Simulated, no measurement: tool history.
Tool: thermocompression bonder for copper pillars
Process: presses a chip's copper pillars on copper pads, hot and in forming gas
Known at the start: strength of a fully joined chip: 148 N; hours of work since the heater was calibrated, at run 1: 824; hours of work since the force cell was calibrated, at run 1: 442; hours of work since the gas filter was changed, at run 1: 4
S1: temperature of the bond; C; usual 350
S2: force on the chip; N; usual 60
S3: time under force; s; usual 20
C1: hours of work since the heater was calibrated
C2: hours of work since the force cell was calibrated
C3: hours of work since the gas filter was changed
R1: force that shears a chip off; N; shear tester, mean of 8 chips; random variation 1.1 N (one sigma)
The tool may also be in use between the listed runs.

run 1 hour=0 | S1=350 S2=60 S3=20 | C1=824 C2=442 C3=4 | R1=95.1
run 2 hour=42.6 | S1=350 S2=60 S3=20 | C1=843 C2=461 C3=23 | R1=94.1
run 3 hour=90.1 | S1=367 S2=60 S3=20 | C1=864 C2=482 C3=44 | R1=105.8
-- hour=101.8 heater calibrated with a thermocouple chip
run 4 hour=137.5 | S1=337 S2=60 S3=20 | C1=16 C2=502 C3=64 | R1=85.3
run 5 hour=162.5 | S1=337 S2=60 S3=20 | C1=27 C2=513 C3=75 | R1=85.6
run 6 hour=205.4 | S1=348 S2=60 S3=20 | C1=46 C2=532 C3=94 | R1=92.1
run 7 hour=242.6 | S1=350 S2=60 S3=20 | C1=62 C2=548 C3=111 | R1=93.2
run 8 hour=285.4 | S1=350 S2=60 S3=20 | C1=81 C2=567 C3=129 | R1=93.7
run 9 hour=321.8 | S1=350 S2=60 S3=20 | C1=97 C2=583 C3=146 | R1=94.1
run 10 hour=360.8 | S1=323 S2=60 S3=20 | C1=114 C2=600 C3=163 | R1=77.5
run 11 hour=391.4 | S1=323 S2=60 S3=20 | C1=128 C2=614 C3=176 | R1=76.6
run 12 hour=428.5 | S1=350 S2=60 S3=43 | C1=144 C2=630 C3=193 | R1=113.2
run 13 hour=466.4 | S1=350 S2=60 S3=43 | C1=161 C2=647 C3=209 | R1=114
run 14 hour=490.7 | S1=372 S2=60 S3=30 | C1=172 C2=658 C3=220 | R1=117.9
run 15 hour=515.3 | S1=376 S2=58 S3=28 | C1=183 C2=669 C3=231 | R1=113.5
run 16 hour=554.7 | S1=376 S2=58 S3=28 | C1=200 C2=686 C3=248 | R1=118.4
run 17 hour=576.8 | S1=364 S2=41 S3=21 | C1=210 C2=696 C3=258 | R1=74.3
run 18 hour=609.9 | S1=370 S2=62 S3=40 | C1=224 C2=710 C3=273 | R1=124.7
-- hour=632.3 forming gas filter changed
run 19 hour=657.4 | S1=370 S2=62 S3=40 | C1=245 C2=731 C3=11 | R1=126.4
run 20 hour=704.3 | S1=377 S2=85 S3=10 | C1=266 C2=752 C3=32 | R1=118.7
run 21 hour=742.2 | S1=377 S2=85 S3=10 | C1=283 C2=769 C3=49 | R1=120.3
run 22 hour=778.6 | S1=369 S2=85 S3=10 | C1=299 C2=785 C3=65 | R1=113
run 23 hour=815 | S1=369 S2=85 S3=10 | C1=315 C2=801 C3=81 | R1=117.2
run 24 hour=853.2 | S1=369 S2=85 S3=30 | C1=332 C2=818 C3=98 | R1=135.3
run 25 hour=888.9 | S1=369 S2=85 S3=30 | C1=347 C2=833 C3=113 | R1=135.4
run 26 hour=934.2 | S1=333 S2=53 S3=46 | C1=367 C2=854 C3=133 | R1=94.7

How the hidden state differs across the entries between the runs, from the last listed run before each to the first after it:
Between runs 3 and 4: heater calibrated with a thermocouple chip (hour 101.8)
  true temperature of the bond over the reading, C: 0.3 -> 0; oxide that the forming gas leaves, % of the face: 0.58 -> 0.61
Between runs 18 and 19: forming gas filter changed (hour 632.3)
  oxide that the forming gas leaves, % of the face: 0.94 -> 0.52

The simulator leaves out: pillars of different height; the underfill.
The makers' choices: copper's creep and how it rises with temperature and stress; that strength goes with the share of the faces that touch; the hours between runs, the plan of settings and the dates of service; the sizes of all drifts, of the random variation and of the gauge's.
